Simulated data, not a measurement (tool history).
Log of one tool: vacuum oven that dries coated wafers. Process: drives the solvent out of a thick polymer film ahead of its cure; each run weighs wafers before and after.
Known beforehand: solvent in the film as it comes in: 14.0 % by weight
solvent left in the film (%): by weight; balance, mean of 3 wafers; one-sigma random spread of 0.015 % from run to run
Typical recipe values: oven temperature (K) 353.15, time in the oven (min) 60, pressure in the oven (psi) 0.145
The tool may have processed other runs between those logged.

run   hour  oven temperature (K)  time in the oven (min)  pressure in the oven (psi)  solvent left in the film (%)
  1      0                353.15                      60                       0.145                           1.1
  2   15.8                353.15                      60                       0.145                          1.09
  3   43.3                353.15                      60                       0.145                          1.11
  4   56.9                353.15                      60                       0.145                          1.14
  5   80.8                353.15                      60                       0.107                          0.94
  6  103.4                353.15                      60                       0.107                          0.95
  7  120.5                353.15                      60                       0.107                          0.95
  8  142.5                353.15                      60                       0.107                          0.95
  9  171.4                353.15                      60                       0.107                          0.96
 10    201                363.15                      60                       0.145                          0.48
 11  226.6                363.15                      60                       0.145                          0.48
 12  249.5                361.15                      60                       0.145                          0.54
 13  276.8                364.15                      60                       0.145                          0.44
 14  301.5                364.15                      60                       0.145                          0.44
 15  323.2                364.15                      60                       0.145                          0.44
 16  348.5                364.15                      60                       0.145                          0.44
 17    371                350.15                      60                       0.145                          1.42
 18  392.2                353.15                      94                       0.145                           0.7
 19  411.8                353.15                      94                       0.145                          0.71
 20  425.4                353.15                      94                       0.145                          0.71

For run 21, what comes out?
     441.9  -- oven's thermocouples calibrated
 21  442.3                355.15                      94                       0.175                             ?

{"run 21": {"solvent left in the film (%)": 0.7}}
The same run, on a tool lacking any hidden state, would have yielded solvent left in the film (%) 0.7.
